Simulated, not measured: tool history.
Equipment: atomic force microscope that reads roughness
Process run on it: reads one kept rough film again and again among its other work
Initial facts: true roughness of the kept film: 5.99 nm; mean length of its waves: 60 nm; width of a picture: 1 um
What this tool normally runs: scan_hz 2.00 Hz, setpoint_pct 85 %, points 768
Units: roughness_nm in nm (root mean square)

| run | hour | scan_hz | setpoint_pct | points | roughness_nm |
|---|---|---|---|---|---|
| 1 | 0.0 | 2.00 | 85 | 768 | 5.017 |
| 2 | 40.2 | 2.00 | 85 | 768 | 4.949 |
| 3 | 69.1 | 2.00 | 85 | 768 | 4.927 |
| 4 | 113.2 | 2.00 | 85 | 768 | 4.843 |
| 5 | 134.9 | 2.00 | 85 | 768 | 4.804 |
| 6 | 176.3 | 2.00 | 85 | 768 | 4.727 |
| 7 | 197.0 | 2.00 | 85 | 768 | 4.709 |
| 8 | 222.8 | 2.00 | 85 | 768 | 4.620 |
| 9 | 242.3 | 3.05 | 85 | 768 | 4.321 |
|  | 260.2 | new tip fitted |
| 10 | 263.0 | 3.05 | 85 | 768 | 4.737 |
| 11 | 289.6 | 3.05 | 85 | 768 | 4.687 |
| 12 | 309.8 | 3.05 | 85 | 768 | 4.601 |
| 13 | 349.5 | 2.00 | 83 | 768 | 4.901 |
| 14 | 393.5 | 2.00 | 83 | 768 | 4.898 |
| 15 | 420.4 | 2.00 | 83 | 768 | 4.811 |
| 16 | 464.9 | 2.00 | 83 | 768 | 4.739 |
| 17 | 502.2 | 2.00 | 83 | 768 | 4.655 |
|  | 535.5 | new tip fitted |
| 18 | 543.6 | 2.00 | 85 | 803 | 5.058 |
| 19 | 568.9 | 2.00 | 85 | 803 | 5.044 |
| 20 | 596.4 | 2.00 | 85 | 803 | 4.972 |
| 21 | 621.0 | 3.17 | 85 | 768 | 4.591 |
| 22 | 656.2 | 3.17 | 77 | 768 | 4.821 |
| 23 | 682.4 | 3.17 | 77 | 768 | 4.766 |
|  | 685.6 | height scale calibrated on a step standard |
| 24 | 718.3 | 2.00 | 85 | 757 | 4.822 |
| 25 | 749.4 | 2.00 | 85 | 757 | 4.761 |
| 26 | 779.8 | 2.00 | 85 | 757 | 4.708 |
|  | 812.8 | new tip fitted |
| 27 | 817.1 | 2.00 | 85 | 768 | 5.105 |
| 28 | 846.6 | 2.00 | 85 | 768 | 5.083 |
| 29 | 886.1 | 2.00 | 85 | 845 | 4.985 |
|  | 908.3 | height scale calibrated on a step standard, once more |
| 30 | 908.3 | 0.81 | 85 | 768 | 5.233 |
| 31 | 942.9 | 0.81 | 85 | 768 | 5.155 |
| 32 | 983.4 | 2.70 | 88 | 768 | 4.426 |
| 33 | 1026.0 | 2.00 | 78 | 367 | 4.852 |
| 34 | 1068.5 | 2.00 | 78 | 367 | 4.746 |
|  | 1092.2 | new tip fitted |
| 35 | 1092.2 | 2.00 | 78 | 353 | 5.178 |
| 36 | 1120.7 | 0.56 | 73 | 1010 | 5.543 |
| 37 | 1148.8 | 0.56 | 73 | 1010 | 5.495 |
| 38 | 1167.4 | 2.75 | 64 | 308 | 5.181 |
| 39 | 1204.0 | 2.21 | 72 | 475 | 5.065 |
| 40 | 1225.8 | 2.21 | 72 | 475 | 5.021 |
| 41 | 1255.2 | 3.97 | 84 | 375 | 4.184 |
| 42 | 1286.5 | 0.96 | 64 | 266 | 5.213 |
| 43 | 1315.5 | 2.00 | 78 | 419 | 4.807 |
| 44 | 1358.5 | 2.00 | 56 | 419 | 5.037 |
|  | 1369.0 | new tip fitted |
| 45 | 1404.1 | 2.00 | 56 | 419 | 5.492 |
| 46 | 1446.0 | 2.00 | 56 | 419 | 5.391 |
| 47 | 1480.5 | 0.50 | 56 | 823 | 5.424 |
| 48 | 1523.9 | 0.50 | 81 | 768 | 5.240 |
| 49 | 1543.8 | 0.83 | 65 | 768 | 5.276 |
| 50 | 1572.6 | 0.79 | 84 | 768 | 5.017 |
| 51 | 1612.4 | 2.00 | 78 | 821 | 4.732 |
|  | 1645.5 | new tip fitted |
| 52 | 1645.5 | 2.00 | 85 | 727 | 4.965 |
| 53 | 1679.8 | 2.00 | 68 | 394 | 5.362 |

Table of differences, measured result less the result of that run with no hidden state. Run-to-run variation is the same in both. Gauge scatter possibly is not:
Hidden state at play: radius of the tip, nm; height scale over the true one, %; drift of the gauge itself on roughness_nm, %.
| run | roughness_nm |
|---|---|
| 1 | +0.031 |
| 2 | -0.041 |
| 3 | -0.090 |
| 4 | -0.164 |
| 5 | -0.202 |
| 6 | -0.268 |
| 7 | -0.300 |
| 8 | -0.345 |
| 9 | -0.350 |
| 10 | +0.046 |
| 11 | +0.000 |
| 12 | -0.036 |
| 13 | -0.105 |
| 14 | -0.176 |
| 15 | -0.220 |
| 16 | -0.293 |
| 17 | -0.350 |
| 18 | +0.073 |
| 19 | +0.031 |
| 20 | -0.013 |
| 21 | -0.051 |
| 22 | -0.111 |
| 23 | -0.155 |
| 24 | -0.188 |
| 25 | -0.237 |
| 26 | -0.289 |
| 27 | +0.119 |
| 28 | +0.061 |
| 29 | -0.009 |
| 30 | -0.191 |
| 31 | -0.251 |
| 32 | -0.277 |
| 33 | -0.373 |
| 34 | -0.440 |
| 35 | +0.004 |
| 36 | -0.053 |
| 37 | -0.110 |
| 38 | -0.139 |
| 39 | -0.211 |
| 40 | -0.248 |
| 41 | -0.247 |
| 42 | -0.367 |
| 43 | -0.393 |
| 44 | -0.497 |
| 45 | -0.102 |
| 46 | -0.180 |
| 47 | -0.247 |
| 48 | -0.316 |
| 49 | -0.357 |
| 50 | -0.395 |
| 51 | -0.437 |
| 52 | +0.021 |
| 53 | -0.042 |
